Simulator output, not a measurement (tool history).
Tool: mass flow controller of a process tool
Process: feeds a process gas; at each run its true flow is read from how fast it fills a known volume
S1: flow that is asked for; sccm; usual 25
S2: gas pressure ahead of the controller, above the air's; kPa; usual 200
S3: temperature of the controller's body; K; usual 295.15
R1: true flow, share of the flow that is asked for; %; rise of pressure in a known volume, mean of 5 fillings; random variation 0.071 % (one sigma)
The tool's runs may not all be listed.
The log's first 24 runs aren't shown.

| run | day | S1 | S2 | S3 | R1 |
|---|---|---|---|---|---|
| 25 | 94.929 | 7 | 187 | 293.15 | 102.38 |
| 26 | 99.788 | 37 | 172 | 295.15 | 100.90 |
| 27 | 104.625 | 37 | 172 | 295.15 | 100.76 |
| 28 | 108.458 | 37 | 172 | 295.15 | 100.87 |
| 29 | 110.733 | 8 | 172 | 294.15 | 102.36 |
| 30 | 113.025 | 49 | 175 | 302.15 | 101.69 |
| 31 | 118.317 | 49 | 175 | 302.15 | 101.74 |
| 32 | 120.921 | 14 | 259 | 310.15 | 103.44 |

4 ways to go on from here, each from the tool as it stands after run 32. What would each give?
| A | 124.379 | 18 | 259 | 311.15 | ? |
| B | 124.379 | 6 | 200 | 295.15 | ? |
| C | 124.379 | 26 | 245 | 297.15 | ? |
| D | 124.379 | 10 | 232 | 304.15 | ? |

| run | R1 |
|---|---|
| A | 103.15 |
| B | 103.56 |
| C | 101.46 |
| D | 103.29 |
Without the tool's hidden state the same runs would have given:
| run | R1 |
|---|---|
| A | 101.20 |
| B | 99.38 |
| C | 99.84 |
| D | 100.44 |
